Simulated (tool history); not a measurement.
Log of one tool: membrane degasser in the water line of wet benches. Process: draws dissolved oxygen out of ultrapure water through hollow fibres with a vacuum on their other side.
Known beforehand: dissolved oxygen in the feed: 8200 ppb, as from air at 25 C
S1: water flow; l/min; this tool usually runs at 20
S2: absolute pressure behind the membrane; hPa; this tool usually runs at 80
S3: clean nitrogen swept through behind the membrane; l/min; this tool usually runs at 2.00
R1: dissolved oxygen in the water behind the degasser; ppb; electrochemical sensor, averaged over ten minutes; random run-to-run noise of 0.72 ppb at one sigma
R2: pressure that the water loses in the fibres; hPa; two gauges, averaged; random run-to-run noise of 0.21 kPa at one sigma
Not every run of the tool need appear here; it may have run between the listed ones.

run 1 hour=0.0 | S1=20 S2=80 S3=2.00 | R1=130.1 R2=522.3
-- hour=41.9 seals of the vacuum lines changed
run 2 hour=120.3 | S1=20 S2=80 S3=4.45 | R1=67.4 R2=526.8
run 3 hour=260.3 | S1=20 S2=80 S3=4.45 | R1=68.7 R2=524.9
run 4 hour=341.9 | S1=20 S2=80 S3=4.45 | R1=68.8 R2=526.4
run 5 hour=459.2 | S1=20 S2=80 S3=1.84 | R1=139.3 R2=522.4
run 6 hour=558.1 | S1=12 S2=80 S3=2.00 | R1=71.2 R2=315.5
run 7 hour=662.1 | S1=12 S2=80 S3=2.00 | R1=71.3 R2=314.6
-- hour=670.7 vacuum gauge calibrated
run 8 hour=809.7 | S1=12 S2=80 S3=2.00 | R1=72.8 R2=315.9
run 9 hour=954.4 | S1=12 S2=80 S3=2.00 | R1=72.9 R2=316.7
run 10 hour=1059.8 | S1=12 S2=80 S3=2.00 | R1=73.4 R2=319.7
run 11 hour=1196.9 | S1=12 S2=80 S3=2.00 | R1=73.6 R2=317.6
-- hour=1283.8 vacuum gauge calibrated, once more
run 12 hour=1320.6 | S1=20 S2=92 S3=3.30 | R1=103.3 R2=532.2
run 13 hour=1428.3 | S1=20 S2=92 S3=3.30 | R1=103.2 R2=530.7

Run 14 is up next; what results do you expect?
run 14 hour=1519.8 | S1=20 S2=92 S3=3.30 | R1=? R2=?

Run 14 produced R1 103.1 ppb, R2 531.7 hPa.
Minus the tool's unlogged condition, the same run would have read R1 97.2 ppb, R2 497.6 hPa.
